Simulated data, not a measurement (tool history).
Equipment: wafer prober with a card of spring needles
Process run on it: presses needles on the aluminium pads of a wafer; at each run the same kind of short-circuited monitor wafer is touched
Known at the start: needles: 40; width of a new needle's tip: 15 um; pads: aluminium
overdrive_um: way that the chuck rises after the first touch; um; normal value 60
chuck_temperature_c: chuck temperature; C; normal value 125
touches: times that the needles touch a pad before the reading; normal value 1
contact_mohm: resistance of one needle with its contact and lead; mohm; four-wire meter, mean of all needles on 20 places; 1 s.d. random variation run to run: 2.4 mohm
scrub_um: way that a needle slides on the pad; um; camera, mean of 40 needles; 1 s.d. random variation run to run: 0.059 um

Run 1, hour 0.0: usual settings. Result: contact_mohm 276 mohm, scrub_um 8.27 um.
At hour 3.3: tips cleaned on abrasive film.
At hour 11.2: tips cleaned on abrasive film.
Run 2, hour 13.5: usual settings. Result: contact_mohm 278 mohm, scrub_um 8.17 um.
At hour 18.8: tips cleaned on abrasive film.
At hour 27.1: tips cleaned on abrasive film.
At hour 35.7: tips cleaned on abrasive film.
Run 3, hour 39.9: usual settings. Result: contact_mohm 280 mohm, scrub_um 8.23 um.
At hour 43.5: tips cleaned on abrasive film.
At hour 52.2: tips cleaned on abrasive film.
At hour 59.8: tips cleaned on abrasive film.
Run 4, hour 60.9: usual settings but chuck_temperature_c 44 C. Result: contact_mohm 255 mohm, scrub_um 8.14 um.
At hour 67.6: tips cleaned on abrasive film.
At hour 76.3: tips cleaned on abrasive film.
Run 5, hour 76.7: usual settings but chuck_temperature_c 77 C. Result: contact_mohm 266 mohm, scrub_um 8.23 um.
At hour 84.2: tips cleaned on abrasive film.
At hour 92.0: tips cleaned on abrasive film.
Run 6, hour 97.3: usual settings but chuck_temperature_c 77 C. Result: contact_mohm 264 mohm, scrub_um 8.20 um.
At hour 100.4: tips cleaned on abrasive film.
At hour 108.4: tips cleaned on abrasive film.
At hour 115.8: tips cleaned on abrasive film.
Run 7, hour 118.6: usual settings but chuck_temperature_c 77 C. Result: contact_mohm 266 mohm, scrub_um 8.25 um.
At hour 123.5: tips cleaned on abrasive film.
At hour 132.0: tips cleaned on abrasive film.
Run 8, hour 137.8: usual settings but overdrive_um 49 um. Result: contact_mohm 279 mohm, scrub_um 6.67 um.
At hour 139.7: tips cleaned on abrasive film.
At hour 148.5: tips cleaned on abrasive film.
At hour 155.9: tips cleaned on abrasive film.
At hour 164.6: tips cleaned on abrasive film.
Run 9, hour 165.2: usual settings but overdrive_um 59 um. Result: contact_mohm 277 mohm, scrub_um 8.14 um.
At hour 173.4: tips cleaned on abrasive film.
At hour 182.1: tips cleaned on abrasive film.
Run 10, hour 188.8: usual settings but overdrive_um 51 um. Result: contact_mohm 278 mohm, scrub_um 6.92 um.
At hour 190.7: tips cleaned on abrasive film.
At hour 198.5: tips cleaned on abrasive film.
At hour 207.1: tips cleaned on abrasive film.
Run 11, hour 207.5: usual settings but overdrive_um 51 um. Result: contact_mohm 277 mohm, scrub_um 7.02 um.
At hour 216.2: tips cleaned on abrasive film.
Run 12, hour 222.2: usual settings but overdrive_um 51 um. Result: contact_mohm 284 mohm, scrub_um 6.97 um.
At hour 224.2: tips cleaned on abrasive film.
At hour 231.9: tips cleaned on abrasive film.
At hour 241.0: tips cleaned on abrasive film.
Run 13, hour 241.1: usual settings but overdrive_um 51 um. Result: contact_mohm 279 mohm, scrub_um 6.93 um.
At hour 249.1: tips cleaned on abrasive film.
At hour 256.7: tips cleaned on abrasive film.
Run 14, hour 256.7: usual settings but touches 2. Result: contact_mohm 282 mohm, scrub_um 8.28 um.
At hour 265.0: tips cleaned on abrasive film.
At hour 273.3: tips cleaned on abrasive film.
Run 15, hour 278.8: usual settings but touches 2. Result: contact_mohm 279 mohm, scrub_um 8.29 um.
At hour 281.4: tips cleaned on abrasive film.
At hour 289.4: tips cleaned on abrasive film.
At hour 298.4: tips cleaned on abrasive film.
Run 16, hour 301.1: usual settings but overdrive_um 63 um, touches 3. Result: contact_mohm 274 mohm, scrub_um 8.61 um.

Run 17, settings as shown, results not yet in. Your forecast:
At hour 306.2: tips cleaned on abrasive film.
At hour 314.6: tips cleaned on abrasive film.
Run 17, hour 319.2: usual settings but touches 2. Result: contact_mohm ?, scrub_um ?.

contact_mohm: 278 mohm
scrub_um: 8.15 um
Without the tool's hidden state the same run would have given contact_mohm 278 mohm, scrub_um 8.19 um.
